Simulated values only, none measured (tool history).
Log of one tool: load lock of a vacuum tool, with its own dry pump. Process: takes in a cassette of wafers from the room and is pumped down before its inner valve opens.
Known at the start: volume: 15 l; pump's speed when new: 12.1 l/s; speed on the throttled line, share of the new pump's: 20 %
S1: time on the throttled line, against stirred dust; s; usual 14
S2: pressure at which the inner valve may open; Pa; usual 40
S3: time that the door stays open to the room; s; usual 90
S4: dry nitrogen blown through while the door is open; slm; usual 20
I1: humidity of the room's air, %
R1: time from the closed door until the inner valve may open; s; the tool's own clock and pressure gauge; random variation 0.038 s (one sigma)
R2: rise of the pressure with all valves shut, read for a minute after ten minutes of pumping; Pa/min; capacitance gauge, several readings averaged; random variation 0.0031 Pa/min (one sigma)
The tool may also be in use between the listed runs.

{"run": 1, "day": 0.0, "S1": 14, "S2": 40, "S3": 90, "S4": 20, "I1": 43.6, "R1": 20.94, "R2": 0.057}
{"run": 2, "day": 8.554, "S1": 14, "S2": 40, "S3": 90, "S4": 20, "I1": 46.6, "R1": 20.85, "R2": 0.06}
{"run": 3, "day": 15.558, "S1": 14, "S2": 44, "S3": 90, "S4": 20, "I1": 46.2, "R1": 20.76, "R2": 0.067}
{"run": 4, "day": 25.321, "S1": 14, "S2": 44, "S3": 90, "S4": 20, "I1": 46.2, "R1": 20.83, "R2": 0.061}
{"run": 5, "day": 33.833, "S1": 14, "S2": 44, "S3": 31, "S4": 20, "I1": 47, "R1": 20.83, "R2": 0.046}
{"day": 35.05, "done": "door's seal changed, seat wiped"}
{"run": 6, "day": 39.896, "S1": 14, "S2": 44, "S3": 31, "S4": 20, "I1": 43, "R1": 20.7, "R2": 0.041}
{"run": 7, "day": 48.517, "S1": 14, "S2": 44, "S3": 31, "S4": 20, "I1": 44.2, "R1": 20.78, "R2": 0.039}
{"run": 8, "day": 53.6, "S1": 14, "S2": 44, "S3": 31, "S4": 20, "I1": 45.3, "R1": 20.74, "R2": 0.048}
{"run": 9, "day": 57.767, "S1": 14, "S2": 44, "S3": 31, "S4": 20, "I1": 46.1, "R1": 20.81, "R2": 0.047}
{"run": 10, "day": 64.821, "S1": 14, "S2": 40, "S3": 153, "S4": 20, "I1": 45.3, "R1": 20.96, "R2": 0.07}
{"run": 11, "day": 71.804, "S1": 14, "S2": 40, "S3": 153, "S4": 20, "I1": 47.8, "R1": 20.9, "R2": 0.072}
{"run": 12, "day": 80.112, "S1": 14, "S2": 40, "S3": 90, "S4": 20, "I1": 46.2, "R1": 20.85, "R2": 0.061}
{"run": 13, "day": 87.658, "S1": 20, "S2": 40, "S3": 90, "S4": 20, "I1": 44.3, "R1": 25.76, "R2": 0.058}
{"run": 14, "day": 96.154, "S1": 14, "S2": 40, "S3": 112, "S4": 20, "I1": 46.1, "R1": 20.88, "R2": 0.062}
{"run": 15, "day": 101.883, "S1": 14, "S2": 40, "S3": 112, "S4": 20, "I1": 45.8, "R1": 20.91, "R2": 0.063}
{"run": 16, "day": 106.688, "S1": 14, "S2": 40, "S3": 90, "S4": 5, "I1": 44.7, "R1": 20.91, "R2": 0.091}
{"run": 17, "day": 116.546, "S1": 14, "S2": 40, "S3": 90, "S4": 5, "I1": 42.9, "R1": 20.89, "R2": 0.091}
{"run": 18, "day": 124.95, "S1": 14, "S2": 40, "S3": 90, "S4": 5, "I1": 39.6, "R1": 20.92, "R2": 0.08}
{"run": 19, "day": 133.925, "S1": 14, "S2": 40, "S3": 89, "S4": 5, "I1": 45.9, "R1": 20.88, "R2": 0.095}
{"run": 20, "day": 140.154, "S1": 14, "S2": 40, "S3": 153, "S4": 5, "I1": 41.2, "R1": 20.91, "R2": 0.102}
{"run": 21, "day": 144.396, "S1": 14, "S2": 40, "S3": 153, "S4": 5, "I1": 42.2, "R1": 20.85, "R2": 0.102}
{"run": 22, "day": 148.708, "S1": 11, "S2": 40, "S3": 152, "S4": 17, "I1": 43.1, "R1": 18.54, "R2": 0.073}
{"run": 23, "day": 152.792, "S1": 11, "S2": 40, "S3": 152, "S4": 17, "I1": 49.2, "R1": 18.53, "R2": 0.078}
{"day": 155.188, "done": "dry pump taken out, an overhauled one fitted"}
{"run": 24, "day": 158.162, "S1": 14, "S2": 40, "S3": 35, "S4": 23, "I1": 45, "R1": 20.93, "R2": 0.035}
{"run": 25, "day": 167.821, "S1": 17, "S2": 40, "S3": 35, "S4": 4, "I1": 42.3, "R1": 23.28, "R2": 0.067}
{"run": 26, "day": 171.821, "S1": 17, "S2": 40, "S3": 35, "S4": 4, "I1": 44, "R1": 23.3, "R2": 0.069}
{"run": 27, "day": 181.767, "S1": 14, "S2": 40, "S3": 90, "S4": 31, "I1": 41.5, "R1": 20.84, "R2": 0.042}
{"run": 28, "day": 187.525, "S1": 14, "S2": 40, "S3": 90, "S4": 31, "I1": 45.7, "R1": 20.92, "R2": 0.041}
{"run": 29, "day": 196.867, "S1": 21, "S2": 40, "S3": 227, "S4": 20, "I1": 42.3, "R1": 26.43, "R2": 0.072}
{"run": 30, "day": 203.192, "S1": 14, "S2": 40, "S3": 207, "S4": 20, "I1": 40.8, "R1": 20.87, "R2": 0.069}
{"run": 31, "day": 211.242, "S1": 7, "S2": 40, "S3": 130, "S4": 38, "I1": 47.9, "R1": 15.29, "R2": 0.044}
{"run": 32, "day": 219.121, "S1": 17, "S2": 40, "S3": 90, "S4": 20, "I1": 45.6, "R1": 23.3, "R2": 0.064}
{"run": 33, "day": 226.442, "S1": 18, "S2": 30, "S3": 90, "S4": 20, "I1": 40.8, "R1": 24.46, "R2": 0.054}
{"run": 34, "day": 232.125, "S1": 16, "S2": 39, "S3": 90, "S4": 20, "I1": 47, "R1": 22.5, "R2": 0.057}
{"run": 35, "day": 239.017, "S1": 16, "S2": 39, "S3": 90, "S4": 20, "I1": 45.5, "R1": 22.53, "R2": 0.057}
{"run": 36, "day": 248.033, "S1": 13, "S2": 40, "S3": 90, "S4": 29, "I1": 45, "R1": 20.1, "R2": 0.045}
{"run": 37, "day": 255.754, "S1": 21, "S2": 57, "S3": 90, "S4": 29, "I1": 42.9, "R1": 26.01, "R2": 0.05}

4 ways to go on from here, each from the tool as it stands after run 37. What would each give?
{"run": "A", "day": 263.617, "S1": 19, "S2": 36, "S3": 90, "S4": 20, "I1": 47.8, "R1": "?", "R2": "?"}
{"run": "B", "day": 263.617, "S1": 21, "S2": 35, "S3": 90, "S4": 34, "I1": 44.1, "R1": "?", "R2": "?"}
{"run": "C", "day": 263.617, "S1": 14, "S2": 40, "S3": 90, "S4": 8, "I1": 41.2, "R1": "?", "R2": "?"}
{"run": "D", "day": 263.617, "S1": 15, "S2": 38, "S3": 230, "S4": 29, "I1": 41.3, "R1": "?", "R2": "?"}

run=A R1=24.96 R2=0.065
run=B R1=26.67 R2=0.046
run=C R1=20.92 R2=0.08
run=D R1=21.73 R2=0.059
Without the tool's hidden state the same runs would have given:
run=A R1=24.96 R2=0.063
run=B R1=26.66 R2=0.044
run=C R1=20.91 R2=0.079
run=D R1=21.73 R2=0.057
